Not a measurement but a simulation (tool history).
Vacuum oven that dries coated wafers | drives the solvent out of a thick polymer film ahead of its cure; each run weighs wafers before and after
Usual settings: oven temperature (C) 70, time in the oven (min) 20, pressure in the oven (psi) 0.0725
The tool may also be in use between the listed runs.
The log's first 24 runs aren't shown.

run,hour,oven temperature (C),time in the oven (min),pressure in the oven (psi),solvent left in the film (%)
# hour 1281.3: oven's thermocouples calibrated
25,1355.8,75,29,0.0770,1.39
26,1431.8,75,29,0.0770,1.35
27,1513.3,75,29,0.1627,1.77
28,1585.0,75,29,0.1627,1.83
29,1668.7,70,24,0.0624,3.20
30,1719.2,84,20,0.0824,0.89
31,1783.1,84,20,0.0824,0.84
32,1852.8,84,20,0.0824,0.94
33,1893.9,69,32,0.1266,2.90
34,1935.1,61,11,0.0725,9.45
35,1995.6,61,11,0.0725,9.65
36,2053.2,61,11,0.0725,9.52
# hour 2104.9: oven's thermocouples calibrated
37,2138.1,76,13,0.0468,3.77
38,2203.2,62,18,0.2187,7.79
39,2240.0,70,21,0.2254,4.45
40,2310.9,70,21,0.2254,4.50
41,2352.3,70,21,0.2254,4.43
42,2387.0,70,21,0.2254,4.47
43,2456.1,70,11,0.0364,6.71
44,2520.1,66,19,0.1020,5.78
45,2554.1,67,19,0.2155,5.99
46,2624.6,61,22,0.2115,7.69

3 ways to go on from here, each from the tool as it stands after run 46. What would each give?
A,2666.1,62,16,0.0682,?
B,2666.1,61,12,0.2281,?
C,2666.1,58,20,0.0725,?

run,solvent left in the film (%)
A,7.88
B,9.69
C,8.18
Without the tool's hidden state the same runs would have given:
run,solvent left in the film (%)
A,7.15
B,9.06
C,7.40

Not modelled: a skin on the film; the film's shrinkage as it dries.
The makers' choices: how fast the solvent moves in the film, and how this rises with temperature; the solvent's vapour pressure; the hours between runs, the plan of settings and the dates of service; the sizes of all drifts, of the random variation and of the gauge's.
